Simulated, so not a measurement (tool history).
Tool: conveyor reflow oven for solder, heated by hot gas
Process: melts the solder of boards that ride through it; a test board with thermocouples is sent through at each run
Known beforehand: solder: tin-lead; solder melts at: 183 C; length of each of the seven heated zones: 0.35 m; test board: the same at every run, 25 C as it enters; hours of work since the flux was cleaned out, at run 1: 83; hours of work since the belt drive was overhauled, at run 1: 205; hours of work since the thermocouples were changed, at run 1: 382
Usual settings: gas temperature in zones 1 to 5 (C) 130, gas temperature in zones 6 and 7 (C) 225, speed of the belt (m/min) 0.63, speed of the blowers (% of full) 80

run	day	gas temperature in zones 1 to 5 (C)	gas temperature in zones 6 and 7 (C)	speed of the belt (m/min)	speed of the blowers (% of full)	hours of work since the flux was cleaned out	hours of work since the belt drive was overhauled	hours of work since the thermocouples were changed	highest temperature of the board (C)	time above the solder's melting point (s)
1	0	130	225	0.63	80	83	205	382	205.2	37.3
2	1.262	130	225	0.63	80	103	224	402	205.3	36.9
3	1.904	130	225	0.63	80	113	234	412	205.5	37.1
4	2.575	130	225	0.63	80	123	245	422	205.3	36.8
5	3.183	130	225	0.63	80	133	254	431	205.2	36.9
6	3.9	130	225	0.63	80	144	265	442	204.9	36.8
7	4.975	130	225	0.63	80	160	282	459	204.9	37.3
8	5.554	130	228	0.63	80	169	291	468	207.1	39.4
9	6.733	130	228	0.63	80	187	309	486	207.3	39
10	7.65	130	228	0.63	80	202	323	500	207.1	38.6
11	9.071	130	217	0.63	80	224	345	522	198.1	28.9
12	10.371	130	217	0.63	80	244	365	542	197.7	28.9
# day 11.125: flux residue cleaned out of gas plates and filters
13	11.312	130	217	0.63	80	3	376	554	196.5	26.4
14	12.662	130	225	0.643	80	24	397	575	201.9	32.7
15	13.829	130	238	0.63	80	42	415	593	213.4	43.8
# day 14.3: flux residue cleaned out of gas plates and filters, once more
16	14.812	130	238	0.63	80	8	427	605	217.6	47.7

Predict the results of run 17:
17	15.738	122	214	0.63	80	22	441	619	?	?

Run 17 produced highest temperature of the board (C) 195.7, time above the solder's melting point (s) 24.9.
With no hidden state in the tool, this same run would have given highest temperature of the board (C) 195, time above the solder's melting point (s) 23.7.
